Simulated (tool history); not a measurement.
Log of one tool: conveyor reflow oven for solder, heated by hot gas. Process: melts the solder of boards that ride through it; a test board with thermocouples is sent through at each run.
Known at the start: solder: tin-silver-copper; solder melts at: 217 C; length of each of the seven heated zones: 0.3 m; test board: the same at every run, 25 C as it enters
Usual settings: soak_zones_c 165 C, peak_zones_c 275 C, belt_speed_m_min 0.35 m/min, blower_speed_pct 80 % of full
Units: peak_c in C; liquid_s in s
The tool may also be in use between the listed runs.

run	day	soak_zones_c	peak_zones_c	belt_speed_m_min	blower_speed_pct	peak_c	liquid_s
1	0	165	275	0.35	80	259.4	82.3
2	1.15	165	275	0.35	80	259.4	82.5
3	2.821	165	275	0.35	80	258.9	82.1
4	5.175	165	275	0.35	80	259.3	82
# day 7.238: flux residue cleaned out of gas plates and filters
5	7.608	165	275	0.41	80	254.4	65.6
6	8.808	165	275	0.35	80	259.5	83.2
7	10.833	165	275	0.35	80	259.5	82.4
8	11.979	165	275	0.35	80	259.1	83.1
9	13.571	165	275	0.35	80	259	82.3
10	15.967	165	275	0.301	80	263.1	101.2
11	18.075	165	275	0.342	80	259.8	85.4
12	19.879	165	275	0.342	80	259.3	85
13	20.942	169	275	0.35	80	259.3	84.4
14	22.792	169	275	0.35	80	259.3	84.7
15	24.188	169	275	0.35	80	259.1	84.3
16	25.833	169	275	0.35	80	258.6	83.7
# day 26.742: flux residue cleaned out of gas plates and filters
17	27.829	176	265	0.35	89	253.1	83.6
18	29.358	165	275	0.296	60	261.1	100.9
19	30.608	165	275	0.296	60	261.3	101.3
20	32.508	165	267	0.405	59	243.3	54.3
# day 32.792: belt drive overhauled, speed set with a stopwatch
21	34.108	165	267	0.299	59	253	94.6
22	35.95	156	275	0.35	71	256.5	78.3
23	38.329	156	275	0.369	74	255.1	72.6
24	39.792	165	284	0.35	80	266.9	91
25	40.95	151	284	0.35	80	265.1	84.3
# day 41.292: thermocouples of zones 6 and 7 changed
26	42.346	165	286	0.325	51	267.7	97.4
# day 43.642: belt drive overhauled, speed set with a stopwatch, once more
27	43.892	165	273	0.411	89	252.5	61.1
28	45.242	165	273	0.411	89	252.6	61.6
# day 46.608: flux residue cleaned out of gas plates and filters
29	46.958	165	273	0.364	59	252.7	69.3

Forecast each of these 5 alternatives for the next run:
A	49.117	173	290	0.311	80	?	?
B	49.117	165	288	0.364	59	?	?
C	49.117	165	287	0.308	80	?	?
D	49.117	165	273	0.364	57	?	?
E	49.117	165	273	0.364	85	?	?

run	peak_c	liquid_s
A	277.8	106.4
B	264.9	79.8
C	274.6	102.4
D	251.9	68.7
E	257.8	75.2
Without the tool's hidden state the same runs would have given:
run	peak_c	liquid_s
A	278.1	106.6
B	265.3	80.1
C	274.9	102.6
D	252.2	69.1
E	258.2	75.6
